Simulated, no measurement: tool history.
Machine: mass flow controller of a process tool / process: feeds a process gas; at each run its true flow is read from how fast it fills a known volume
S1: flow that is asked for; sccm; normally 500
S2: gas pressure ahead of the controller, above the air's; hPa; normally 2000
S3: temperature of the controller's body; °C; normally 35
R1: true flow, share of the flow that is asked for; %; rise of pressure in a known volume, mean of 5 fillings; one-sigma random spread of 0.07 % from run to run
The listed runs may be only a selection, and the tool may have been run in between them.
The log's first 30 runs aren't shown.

run    hour   S1    S2  S3     R1
     4677.6  -- controller exchanged for a calibrated one
 31  4715.5  500  2260  30  98.07
 32  4822.2  500  1620  35  98.29
 33  5011.4  500  1620  35  98.20
 34  5146.5  417  2140  34  97.57
 35  5244.0  555  2250  27  98.22
 36  5405.6  500  2570  27  97.72
 37  5589.5  500  2570  27  97.77
 38  5752.9  311  1680  35  97.34
 39  5922.3  311  1680  35  97.22
 40  6017.9  311  1680  35  97.16
 41  6137.6  311  1680  35  97.12
 42  6255.2  116  2000  35  96.88
 43  6462.4  509  2140  36  97.31
 44  6625.8  948  1620  35  98.80
 45  6789.1  500  2000  39  97.08
 46  6984.1  816  1520  35  98.27
 47  7073.3  214  1780  32  96.99

What if the next run were any one of these 4? Each begins from the tool's condition after run 47:
  A  7183.0  288  2590  34   ?
  B  7183.0  145  2350  34   ?
  C  7183.0  165  1530  36   ?
  D  7183.0  500  2290  29   ?

run     R1
  A  96.09
  B  96.67
  C  96.96
  D  97.17
Without the tool's hidden state the same runs would have given:
run     R1
  A  96.69
  B  96.62
  C  97.07
  D  98.06
